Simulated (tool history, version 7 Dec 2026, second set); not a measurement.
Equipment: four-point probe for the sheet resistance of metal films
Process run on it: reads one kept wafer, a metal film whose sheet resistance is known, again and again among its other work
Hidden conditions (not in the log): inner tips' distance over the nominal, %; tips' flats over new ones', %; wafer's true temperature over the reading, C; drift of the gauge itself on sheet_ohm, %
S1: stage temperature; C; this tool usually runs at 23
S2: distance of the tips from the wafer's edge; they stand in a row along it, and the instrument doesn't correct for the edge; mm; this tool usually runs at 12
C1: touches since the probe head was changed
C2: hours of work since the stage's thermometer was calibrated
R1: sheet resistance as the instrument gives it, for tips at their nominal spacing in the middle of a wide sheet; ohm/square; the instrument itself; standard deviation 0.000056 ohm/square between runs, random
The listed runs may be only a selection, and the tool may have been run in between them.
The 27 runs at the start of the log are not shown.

{"run": 28, "hour": 2333.6, "S1": 24, "S2": 3, "C1": 234164, "C2": 303, "R1": 0.309462}
{"run": 29, "hour": 2415.9, "S1": 24, "S2": 3, "C1": 238729, "C2": 354, "R1": 0.30955}
{"run": 30, "hour": 2470.5, "S1": 25, "S2": 54, "C1": 241759, "C2": 389, "R1": 0.285042}
{"run": 31, "hour": 2548.9, "S1": 25, "S2": 54, "C1": 246109, "C2": 438, "R1": 0.28502}
{"hour": 2614.3, "done": "new probe head fitted"}
{"run": 32, "hour": 2665.3, "S1": 23, "S2": 5, "C1": 2828, "C2": 510, "R1": 0.290223}
{"run": 33, "hour": 2777.9, "S1": 30, "S2": 16, "C1": 9070, "C2": 581, "R1": 0.283013}
{"run": 34, "hour": 2872.7, "S1": 27, "S2": 6, "C1": 14332, "C2": 641, "R1": 0.288322}
{"run": 35, "hour": 2933.0, "S1": 27, "S2": 6, "C1": 17674, "C2": 679, "R1": 0.288326}
{"run": 36, "hour": 3053.0, "S1": 35, "S2": 12, "C1": 24329, "C2": 754, "R1": 0.284899}
{"run": 37, "hour": 3143.0, "S1": 31, "S2": 38, "C1": 29323, "C2": 810, "R1": 0.28275}
{"run": 38, "hour": 3225.0, "S1": 31, "S2": 23, "C1": 33871, "C2": 862, "R1": 0.2831}
{"run": 39, "hour": 3311.8, "S1": 25, "S2": 46, "C1": 38689, "C2": 917, "R1": 0.281908}
{"run": 40, "hour": 3411.3, "S1": 28, "S2": 17, "C1": 44209, "C2": 979, "R1": 0.283056}
{"run": 41, "hour": 3516.7, "S1": 35, "S2": 13, "C1": 50050, "C2": 1045, "R1": 0.285017}
{"run": 42, "hour": 3590.7, "S1": 19, "S2": 23, "C1": 54158, "C2": 1092, "R1": 0.281202}
{"run": 43, "hour": 3711.1, "S1": 31, "S2": 4, "C1": 60836, "C2": 1167, "R1": 0.297634}
{"run": 44, "hour": 3771.7, "S1": 31, "S2": 4, "C1": 64200, "C2": 1205, "R1": 0.297578}
{"run": 45, "hour": 3829.8, "S1": 31, "S2": 4, "C1": 67422, "C2": 1242, "R1": 0.297585}
{"run": 46, "hour": 3905.8, "S1": 30, "S2": 6, "C1": 71638, "C2": 1290, "R1": 0.289702}

Below are 3 alternative next runs, each starting from the tool's condition after run 46. Predict each:
{"run": "A", "hour": 3965.6, "S1": 34, "S2": 54, "C1": 74951, "C2": 1327, "R1": "?"}
{"run": "B", "hour": 3965.6, "S1": 33, "S2": 13, "C1": 74951, "C2": 1327, "R1": "?"}
{"run": "C", "hour": 3965.6, "S1": 25, "S2": 8, "C1": 74951, "C2": 1327, "R1": "?"}

run=A R1=0.283823
run=B R1=0.284919
run=C R1=0.285904
The same runs, with their run-to-run variation unchanged, on a tool lacking any hidden condition would have given:
run=A R1=0.282661
run=B R1=0.283752
run=C R1=0.284726

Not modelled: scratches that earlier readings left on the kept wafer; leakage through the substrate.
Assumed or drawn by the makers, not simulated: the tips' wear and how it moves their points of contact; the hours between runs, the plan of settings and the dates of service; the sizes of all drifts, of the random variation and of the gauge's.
